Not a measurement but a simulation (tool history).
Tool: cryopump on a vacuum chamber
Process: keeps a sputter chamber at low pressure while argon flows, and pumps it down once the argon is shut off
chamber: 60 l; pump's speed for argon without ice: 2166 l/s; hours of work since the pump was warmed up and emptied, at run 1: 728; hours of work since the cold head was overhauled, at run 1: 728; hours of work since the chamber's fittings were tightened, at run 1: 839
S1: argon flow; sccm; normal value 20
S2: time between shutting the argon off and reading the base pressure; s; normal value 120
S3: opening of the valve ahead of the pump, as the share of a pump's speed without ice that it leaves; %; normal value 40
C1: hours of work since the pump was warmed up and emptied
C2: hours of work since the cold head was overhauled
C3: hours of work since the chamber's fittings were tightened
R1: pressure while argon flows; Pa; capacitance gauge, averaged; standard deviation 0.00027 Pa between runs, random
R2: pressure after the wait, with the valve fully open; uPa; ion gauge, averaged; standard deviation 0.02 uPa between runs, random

run 1 hour=0 | S1=20 S2=120 S3=40 | C1=728 C2=728 C3=839 | R1=0.0414 R2=0.69
run 2 hour=18.4 | S1=20 S2=120 S3=40 | C1=741 C2=741 C3=851 | R1=0.0422 R2=0.69
run 3 hour=57.7 | S1=20 S2=120 S3=40 | C1=768 C2=768 C3=878 | R1=0.0418 R2=0.71
run 4 hour=93.7 | S1=20 S2=120 S3=40 | C1=792 C2=792 C3=903 | R1=0.0418 R2=0.71
run 5 hour=111.9 | S1=20 S2=120 S3=40 | C1=805 C2=805 C3=915 | R1=0.042 R2=0.72
run 6 hour=144.8 | S1=20 S2=120 S3=40 | C1=827 C2=827 C3=938 | R1=0.0419 R2=0.77
run 7 hour=171.1 | S1=20 S2=251 S3=40 | C1=845 C2=845 C3=956 | R1=0.0423 R2=0.62
run 8 hour=188.7 | S1=20 S2=251 S3=40 | C1=858 C2=858 C3=968 | R1=0.0421 R2=0.68
run 9 hour=224.9 | S1=20 S2=251 S3=40 | C1=882 C2=882 C3=993 | R1=0.0419 R2=0.71
run 10 hour=254.2 | S1=20 S2=120 S3=40 | C1=903 C2=903 C3=1013 | R1=0.042 R2=0.78
run 11 hour=296.2 | S1=20 S2=120 S3=40 | C1=931 C2=931 C3=1042 | R1=0.0424 R2=0.82
run 12 hour=316.6 | S1=20 S2=120 S3=40 | C1=946 C2=946 C3=1056 | R1=0.0427 R2=0.85
run 13 hour=340.7 | S1=15 S2=120 S3=40 | C1=962 C2=962 C3=1073 | R1=0.032 R2=0.8
run 14 hour=363.7 | S1=15 S2=120 S3=40 | C1=978 C2=978 C3=1089 | R1=0.0317 R2=0.86
run 15 hour=388.6 | S1=15 S2=120 S3=40 | C1=995 C2=995 C3=1106 | R1=0.032 R2=0.85
-- hour=415.2 pump warmed up, emptied and cooled again
run 16 hour=420.1 | S1=13 S2=120 S3=40 | C1=3 C2=1013 C3=1124 | R1=0.0256 R2=0.72
run 17 hour=447.8 | S1=20 S2=162 S3=40 | C1=22 C2=1032 C3=1143 | R1=0.0395 R2=0.72
run 18 hour=466.6 | S1=20 S2=35 S3=30 | C1=35 C2=1045 C3=1156 | R1=0.0524 R2=1.05
run 19 hour=484.1 | S1=23 S2=135 S3=37 | C1=47 C2=1057 C3=1168 | R1=0.0495 R2=0.73
run 20 hour=522.6 | S1=10 S2=120 S3=21 | C1=74 C2=1084 C3=1194 | R1=0.0372 R2=0.76
run 21 hour=540.2 | S1=36 S2=78 S3=39 | C1=86 C2=1096 C3=1206 | R1=0.0729 R2=0.84
run 22 hour=577.3 | S1=36 S2=78 S3=57 | C1=111 C2=1121 C3=1232 | R1=0.0503 R2=0.85
run 23 hour=607.5 | S1=21 S2=258 S3=57 | C1=132 C2=1142 C3=1253 | R1=0.0297 R2=0.75

Estimate the outcome of run 24 from the log above:
run 24 hour=648.5 | S1=13 S2=134 S3=19 | C1=160 C2=1170 C3=1281 | R1=? R2=?

{"run 24": {"R1": 0.0538, "R2": 0.82}}
Were there no unlogged condition in the tool, this run, its random variation unchanged, would have produced R1 0.0533 Pa, R2 0.26 uPa.
